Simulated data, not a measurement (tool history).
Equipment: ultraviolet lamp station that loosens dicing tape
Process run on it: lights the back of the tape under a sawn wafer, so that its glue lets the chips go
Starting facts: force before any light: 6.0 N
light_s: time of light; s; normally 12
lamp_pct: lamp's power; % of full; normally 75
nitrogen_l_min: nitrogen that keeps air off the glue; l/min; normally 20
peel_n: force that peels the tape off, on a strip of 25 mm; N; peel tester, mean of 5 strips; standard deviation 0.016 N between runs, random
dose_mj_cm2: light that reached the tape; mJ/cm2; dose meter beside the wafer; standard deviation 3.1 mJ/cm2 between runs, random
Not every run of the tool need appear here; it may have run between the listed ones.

run	hour	light_s	lamp_pct	nitrogen_l_min	peel_n	dose_mj_cm2
1	0.0	12	75	20	1.310	351
2	61.6	12	75	20	1.285	339
# hour 86.6: window cleaned of glue's vapour
3	151.6	12	75	20	1.102	386
4	192.4	12	75	20	1.103	381
5	286.9	12	75	20	1.166	371
6	342.5	12	75	20	1.177	354
# hour 385.9: lamp changed
7	386.6	15	75	18	0.582	554
8	454.9	15	86	18	0.459	621
9	506.1	15	98	18	0.374	693
10	591.8	15	98	18	0.401	675
11	684.9	11	65	15	1.709	320
12	727.5	12	78	32	0.705	409

Below, each run's measurement less what the same run would have read without the hidden state. Both values contain the same run-to-run variation, but the gauge's scatter may not be the same in both:
Unlogged tool condition in this case: lamp's light, % of a new lamp's; light that the window lets through, % of a clean one's; drift of the gauge itself on peel_n, %; drift of the gauge itself on dose_mj_cm2, %.
run	peel_n	dose_mj_cm2
1	+0.539	-129
2	+0.562	-137
3	+0.355	-94
4	+0.373	-99
5	+0.434	-113
6	+0.458	-118
7	+0.084	-42
8	+0.090	-64
9	+0.085	-86
10	+0.112	-108
11	+0.370	-64
12	+0.236	-90
